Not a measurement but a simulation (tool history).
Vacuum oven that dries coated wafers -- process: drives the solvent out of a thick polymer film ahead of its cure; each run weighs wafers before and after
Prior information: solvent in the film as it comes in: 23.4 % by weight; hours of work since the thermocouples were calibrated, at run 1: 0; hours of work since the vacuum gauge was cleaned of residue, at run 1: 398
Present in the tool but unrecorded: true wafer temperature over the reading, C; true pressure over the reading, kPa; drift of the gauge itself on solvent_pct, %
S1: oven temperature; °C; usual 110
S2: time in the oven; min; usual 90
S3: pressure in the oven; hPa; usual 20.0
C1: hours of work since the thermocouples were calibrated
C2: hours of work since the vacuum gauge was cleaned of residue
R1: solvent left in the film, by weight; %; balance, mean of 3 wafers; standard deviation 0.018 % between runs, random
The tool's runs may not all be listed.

run 1 hour=0.0 | S1=110 S2=90 S3=20.0 | C1=0 C2=398 | R1=3.10
run 2 hour=101.8 | S1=110 S2=90 S3=20.0 | C1=79 C2=477 | R1=3.09
run 3 hour=203.9 | S1=110 S2=90 S3=20.0 | C1=159 C2=557 | R1=3.08
run 4 hour=316.1 | S1=110 S2=90 S3=20.0 | C1=247 C2=644 | R1=3.10
run 5 hour=367.1 | S1=110 S2=90 S3=15.2 | C1=287 C2=684 | R1=2.97
run 6 hour=431.6 | S1=110 S2=90 S3=15.2 | C1=337 C2=735 | R1=2.96
run 7 hour=514.9 | S1=110 S2=76 S3=20.0 | C1=402 C2=800 | R1=3.99
run 8 hour=575.7 | S1=110 S2=119 S3=20.0 | C1=450 C2=847 | R1=1.86
run 9 hour=644.8 | S1=110 S2=90 S3=20.0 | C1=503 C2=901 | R1=3.11
run 10 hour=696.1 | S1=110 S2=90 S3=20.0 | C1=544 C2=941 | R1=3.08
run 11 hour=778.0 | S1=110 S2=90 S3=20.0 | C1=607 C2=1005 | R1=3.08
run 12 hour=872.5 | S1=110 S2=90 S3=20.0 | C1=681 C2=1079 | R1=3.07
-- hour=923.7 oven's thermocouples calibrated
run 13 hour=979.7 | S1=110 S2=90 S3=20.0 | C1=44 C2=1161 | R1=3.10
run 14 hour=1047.1 | S1=121 S2=68 S3=15.2 | C1=96 C2=1214 | R1=2.36
run 15 hour=1147.3 | S1=105 S2=90 S3=20.0 | C1=175 C2=1292 | R1=4.20
run 16 hour=1236.7 | S1=105 S2=90 S3=20.0 | C1=244 C2=1362 | R1=4.19
run 17 hour=1305.0 | S1=117 S2=61 S3=20.0 | C1=298 C2=1415 | R1=3.75

What differs in the tool's unlogged condition from the final listed run ahead of each entry between runs to the first listed run following it?
In the gap between runs 12 and 13: oven's thermocouples calibrated (hour 923.7)
  true wafer temperature over the reading, C: 0.02 -> 0; true pressure over the reading, kPa: 0.023 -> 0.025

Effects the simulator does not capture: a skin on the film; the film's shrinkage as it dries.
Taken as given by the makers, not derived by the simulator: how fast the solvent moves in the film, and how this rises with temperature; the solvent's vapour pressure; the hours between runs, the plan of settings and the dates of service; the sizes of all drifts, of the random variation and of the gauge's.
